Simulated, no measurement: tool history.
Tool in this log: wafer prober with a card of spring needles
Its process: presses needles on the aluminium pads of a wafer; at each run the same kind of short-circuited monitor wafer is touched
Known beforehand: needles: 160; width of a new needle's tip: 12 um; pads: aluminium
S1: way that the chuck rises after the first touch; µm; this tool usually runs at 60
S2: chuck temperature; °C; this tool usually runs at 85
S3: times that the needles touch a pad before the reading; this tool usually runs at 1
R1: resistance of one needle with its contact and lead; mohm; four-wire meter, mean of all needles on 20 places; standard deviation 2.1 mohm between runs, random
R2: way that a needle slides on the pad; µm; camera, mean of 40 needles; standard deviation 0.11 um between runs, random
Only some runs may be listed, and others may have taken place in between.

run 1 hour=0.0 | S1=60 S2=85 S3=1 | R1=234 R2=12.42
-- hour=6.2 tips cleaned on abrasive film
run 2 hour=10.7 | S1=60 S2=85 S3=1 | R1=234 R2=12.26
-- hour=12.5 tips cleaned on abrasive film
-- hour=18.4 tips cleaned on abrasive film
run 3 hour=18.5 | S1=60 S2=85 S3=1 | R1=234 R2=12.28
-- hour=24.3 tips cleaned on abrasive film
run 4 hour=24.3 | S1=60 S2=49 S3=1 | R1=226 R2=12.22
run 5 hour=29.6 | S1=42 S2=85 S3=1 | R1=241 R2=8.52
-- hour=30.4 tips cleaned on abrasive film
-- hour=36.4 tips cleaned on abrasive film
run 6 hour=39.0 | S1=42 S2=85 S3=1 | R1=241 R2=8.68
-- hour=42.3 tips cleaned on abrasive film
-- hour=48.1 tips cleaned on abrasive film
run 7 hour=48.8 | S1=40 S2=85 S3=1 | R1=237 R2=8.22
-- hour=54.0 tips cleaned on abrasive film
run 8 hour=57.2 | S1=40 S2=85 S3=1 | R1=238 R2=8.31
-- hour=59.8 tips cleaned on abrasive film
-- hour=66.4 tips cleaned on abrasive film
run 9 hour=68.6 | S1=40 S2=99 S3=2 | R1=238 R2=8.20
-- hour=72.3 tips cleaned on abrasive film
-- hour=78.4 tips cleaned on abrasive film
run 10 hour=79.0 | S1=40 S2=99 S3=2 | R1=238 R2=8.19
-- hour=84.3 tips cleaned on abrasive film
run 11 hour=88.5 | S1=64 S2=110 S3=2 | R1=240 R2=13.42
-- hour=90.1 tips cleaned on abrasive film
run 12 hour=93.3 | S1=64 S2=110 S3=2 | R1=239 R2=12.96
-- hour=96.0 tips cleaned on abrasive film
-- hour=102.1 tips cleaned on abrasive film
run 13 hour=103.3 | S1=50 S2=110 S3=2 | R1=239 R2=10.28
-- hour=108.7 tips cleaned on abrasive film
run 14 hour=112.0 | S1=60 S2=62 S3=2 | R1=231 R2=12.55

Predict each of these 4 candidate next runs independently; none follows another, all start after run 14:
-- hour=114.8 tips cleaned on abrasive film
-- hour=121.4 tips cleaned on abrasive film
run A hour=122.8 | S1=60 S2=36 S3=2 | R1=? R2=?
-- hour=114.8 tips cleaned on abrasive film
-- hour=121.4 tips cleaned on abrasive film
run B hour=122.8 | S1=43 S2=86 S3=1 | R1=? R2=?
-- hour=114.8 tips cleaned on abrasive film
-- hour=121.4 tips cleaned on abrasive film
run C hour=122.8 | S1=60 S2=103 S3=2 | R1=? R2=?
-- hour=114.8 tips cleaned on abrasive film
-- hour=121.4 tips cleaned on abrasive film
run D hour=122.8 | S1=60 S2=48 S3=1 | R1=? R2=?

run=A R1=223 R2=12.24
run=B R1=232 R2=8.78
run=C R1=237 R2=12.62
run=D R1=223 R2=12.21
What these runs would have given with no unlogged condition in the tool:
run=A R1=222 R2=12.27
run=B R1=232 R2=8.81
run=C R1=237 R2=12.65
run=D R1=223 R2=12.24
